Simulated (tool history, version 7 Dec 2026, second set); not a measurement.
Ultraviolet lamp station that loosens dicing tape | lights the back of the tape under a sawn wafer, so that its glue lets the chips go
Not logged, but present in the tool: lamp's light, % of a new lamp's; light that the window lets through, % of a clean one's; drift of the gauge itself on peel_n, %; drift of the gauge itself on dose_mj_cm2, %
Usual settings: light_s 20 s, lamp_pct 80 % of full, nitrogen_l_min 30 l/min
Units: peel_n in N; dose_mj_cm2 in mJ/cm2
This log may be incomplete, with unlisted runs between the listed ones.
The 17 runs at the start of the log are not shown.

run,day,light_s,lamp_pct,nitrogen_l_min,hours of work of the lamp,hours of work since the window was cleaned,peel_n,dose_mj_cm2
18,17.296,20,80,30,167,19,0.474,504
19,18.383,20,80,30,184,36,0.502,492
20,19.192,20,80,30,197,48,0.521,485
21,20.271,19,80,30,214,65,0.576,449
22,21.379,19,80,30,231,82,0.571,439
23,22.154,19,80,32,243,94,0.57,429
24,22.867,15,71,57,254,105,0.838,296
25,24.108,12,71,46,273,125,1.224,228
26,25.058,14,71,9,288,140,1.79,268
27,25.975,26,92,24,302,154,0.374,628
28,26.971,26,92,24,318,169,0.391,608
29,28.242,16,73,10,338,189,1.571,290
30,28.979,25,85,9,349,201,0.838,520
# day 29.188: window cleaned of glue's vapour
31,30.254,20,86,16,369,17,0.66,496
32,30.871,36,90,30,378,26,0.228,929
33,32.1,36,90,30,397,45,0.23,899
34,32.967,25,72,14,411,59,0.744,492
35,33.758,25,72,14,423,71,0.756,481
36,34.804,14,87,14,439,87,1.29,321
37,35.462,22,80,13,450,98,0.845,460
38,36.621,26,65,30,468,116,0.622,430
39,37.929,26,65,30,488,136,0.633,413
40,38.954,35,62,30,504,152,0.471,519
41,40.3,39,95,14,525,173,0.321,863
42,41.533,39,95,15,544,192,0.336,822

3 ways to go on from here, each from the tool as it stands after run 42. What would each give?
A,42.175,14,85,33,554,202,?,?
B,42.175,23,87,15,554,202,?,?
C,42.175,22,79,41,554,202,?,?

run,peel_n,dose_mj_cm2
A,1.163,263
B,0.787,445
C,0.628,389
Had the tool no hidden state, the same runs would have come out as:
run,peel_n,dose_mj_cm2
A,0.62,411
B,0.394,698
C,0.31,608

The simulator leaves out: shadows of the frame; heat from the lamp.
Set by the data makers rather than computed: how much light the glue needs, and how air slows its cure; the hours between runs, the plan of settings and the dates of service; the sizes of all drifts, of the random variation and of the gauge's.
